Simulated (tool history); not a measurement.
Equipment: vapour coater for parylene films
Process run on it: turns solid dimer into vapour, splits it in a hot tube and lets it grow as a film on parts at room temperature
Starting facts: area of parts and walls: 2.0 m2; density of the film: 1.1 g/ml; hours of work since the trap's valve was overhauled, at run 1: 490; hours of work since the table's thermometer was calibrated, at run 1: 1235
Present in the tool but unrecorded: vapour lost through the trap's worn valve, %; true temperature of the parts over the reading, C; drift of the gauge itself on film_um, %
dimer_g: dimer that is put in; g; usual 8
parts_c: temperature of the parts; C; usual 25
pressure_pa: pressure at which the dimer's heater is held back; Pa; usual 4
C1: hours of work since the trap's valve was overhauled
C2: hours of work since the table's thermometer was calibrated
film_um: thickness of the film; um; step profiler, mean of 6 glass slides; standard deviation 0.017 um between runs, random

run 1 hour=0 | dimer_g=8 parts_c=25 pressure_pa=4 | C1=490 C2=1235 | film_um=1.81
run 2 hour=42.6 | dimer_g=8 parts_c=19 pressure_pa=4 | C1=521 C2=1265 | film_um=2.24
run 3 hour=72.9 | dimer_g=8 parts_c=25 pressure_pa=4 | C1=542 C2=1287 | film_um=1.81
run 4 hour=92.1 | dimer_g=8 parts_c=25 pressure_pa=8.22 | C1=556 C2=1300 | film_um=1.58
run 5 hour=132.5 | dimer_g=8 parts_c=25 pressure_pa=8.22 | C1=585 C2=1329 | film_um=1.56
run 6 hour=178.9 | dimer_g=8 parts_c=25 pressure_pa=5.29 | C1=618 C2=1362 | film_um=1.69
-- hour=219.5 table's thermometer calibrated
run 7 hour=224.7 | dimer_g=8 parts_c=25 pressure_pa=5.29 | C1=650 C2=4 | film_um=1.66
run 8 hour=244.3 | dimer_g=8 parts_c=25 pressure_pa=2.48 | C1=664 C2=18 | film_um=1.88
run 9 hour=269.3 | dimer_g=8 parts_c=25 pressure_pa=2.48 | C1=681 C2=35 | film_um=1.87
-- hour=289.6 trap's valve overhauled
run 10 hour=296.2 | dimer_g=8 parts_c=25 pressure_pa=2.48 | C1=5 C2=52 | film_um=2.21
run 11 hour=341.3 | dimer_g=8 parts_c=25 pressure_pa=2.48 | C1=37 C2=84 | film_um=2.19
run 12 hour=379.2 | dimer_g=9 parts_c=25 pressure_pa=2.48 | C1=64 C2=111 | film_um=2.47
run 13 hour=419.4 | dimer_g=4 parts_c=26 pressure_pa=7.6 | C1=92 C2=139 | film_um=0.82
run 14 hour=458.2 | dimer_g=13 parts_c=34 pressure_pa=2.1 | C1=120 C2=167 | film_um=2.67
run 15 hour=486.9 | dimer_g=13 parts_c=34 pressure_pa=2.1 | C1=140 C2=187 | film_um=2.63
run 16 hour=524.2 | dimer_g=4 parts_c=34 pressure_pa=2.1 | C1=167 C2=214 | film_um=0.85
run 17 hour=570.4 | dimer_g=8 parts_c=31 pressure_pa=4 | C1=200 C2=247 | film_um=1.57
run 18 hour=611.1 | dimer_g=8 parts_c=22 pressure_pa=8.44 | C1=229 C2=276 | film_um=1.83
run 19 hour=632.5 | dimer_g=8 parts_c=22 pressure_pa=2.06 | C1=244 C2=291 | film_um=2.45
run 20 hour=666.4 | dimer_g=11 parts_c=25 pressure_pa=5.03 | C1=268 C2=315 | film_um=2.52
run 21 hour=701.9 | dimer_g=4 parts_c=25 pressure_pa=11.42 | C1=293 C2=341 | film_um=0.78
run 22 hour=735.8 | dimer_g=4 parts_c=25 pressure_pa=11.42 | C1=318 C2=365 | film_um=0.77
run 23 hour=779.3 | dimer_g=4 parts_c=25 pressure_pa=11.42 | C1=349 C2=396 | film_um=0.79
run 24 hour=820.2 | dimer_g=4 parts_c=25 pressure_pa=11.42 | C1=378 C2=425 | film_um=0.77

Each row is a separate what-if for the run after 24, all from the same tool condition, not one after another. Results?
run A hour=866.6 | dimer_g=8 parts_c=25 pressure_pa=2.43 | C1=411 C2=458 | film_um=?
run B hour=866.6 | dimer_g=13 parts_c=25 pressure_pa=2.36 | C1=411 C2=458 | film_um=?
run C hour=866.6 | dimer_g=10 parts_c=25 pressure_pa=11.42 | C1=411 C2=458 | film_um=?
run D hour=866.6 | dimer_g=8 parts_c=36 pressure_pa=4 | C1=411 C2=458 | film_um=?
run E hour=866.6 | dimer_g=3 parts_c=25 pressure_pa=9.56 | C1=411 C2=458 | film_um=?

run=A film_um=2.05
run=B film_um=3.36
run=C film_um=1.88
run=D film_um=1.29
run=E film_um=0.6
Without the tool's hidden state the same runs would have given:
run=A film_um=2.21
run=B film_um=3.62
run=C film_um=2.03
run=D film_um=1.39
run=E film_um=0.64
